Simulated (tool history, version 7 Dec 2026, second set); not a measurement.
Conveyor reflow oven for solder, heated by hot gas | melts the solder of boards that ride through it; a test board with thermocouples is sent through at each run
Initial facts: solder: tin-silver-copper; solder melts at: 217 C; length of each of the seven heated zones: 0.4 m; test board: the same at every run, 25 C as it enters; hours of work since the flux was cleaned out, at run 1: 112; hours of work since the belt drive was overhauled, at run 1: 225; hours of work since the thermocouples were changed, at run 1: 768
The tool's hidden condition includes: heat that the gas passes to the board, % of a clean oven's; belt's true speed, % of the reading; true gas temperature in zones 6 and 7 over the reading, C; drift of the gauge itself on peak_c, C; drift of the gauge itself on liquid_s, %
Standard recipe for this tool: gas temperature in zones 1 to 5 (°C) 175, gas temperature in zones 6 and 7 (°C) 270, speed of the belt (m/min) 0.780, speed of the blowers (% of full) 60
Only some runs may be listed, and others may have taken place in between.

run	hour	gas temperature in zones 1 to 5 (°C)	gas temperature in zones 6 and 7 (°C)	speed of the belt (m/min)	speed of the blowers (% of full)	hours of work since the flux was cleaned out	hours of work since the belt drive was overhauled	hours of work since the thermocouples were changed	highest temperature of the board (°C)	time above the solder's melting point (s)
1	0.0	175	270	0.780	60	112	225	768	250.7	44.3
2	16.3	175	270	0.780	60	120	233	776	251.1	44.4
3	25.6	175	270	0.780	88	125	238	781	258.2	49.4
4	36.3	175	270	0.780	88	131	243	786	257.6	49.7
5	46.7	175	270	0.780	60	136	249	791	250.6	44.2
6	67.4	175	270	0.780	60	146	259	802	250.5	43.9
7	87.4	175	270	0.780	60	156	269	812	250.6	44.0
8	109.4	175	270	0.780	60	168	280	823	250.1	44.2
9	127.1	178	270	0.789	71	177	289	832	253.9	46.5
10	145.2	178	270	0.789	71	186	298	841	253.9	47.1
11	167.1	178	276	0.794	51	197	310	852	251.5	44.1
12	180.7	178	276	0.794	51	204	316	859	251.3	44.1
13	195.6	169	281	0.775	51	211	324	867	254.4	44.4
14	208.4	171	260	0.780	60	218	330	873	240.9	35.6
15	218.3	171	260	0.780	60	223	336	878	240.5	35.3
16	238.2	171	260	0.780	60	233	346	888	240.6	35.3

Here are 3 independent what-if runs from the current tool condition. What would each one return?
A	256.8	171	267	0.780	60	242	355	898	?	?
B	256.8	169	277	0.686	60	242	355	898	?	?
C	256.8	174	269	0.769	60	242	355	898	?	?

run	highest temperature of the board (°C)	time above the solder's melting point (s)
A	245.8	39.7
B	259.5	55.1
C	249.0	43.3
Without the tool's unlogged condition, the same runs would have read:
run	highest temperature of the board (°C)	time above the solder's melting point (s)
A	246.0	40.2
B	259.3	55.0
C	249.1	43.6
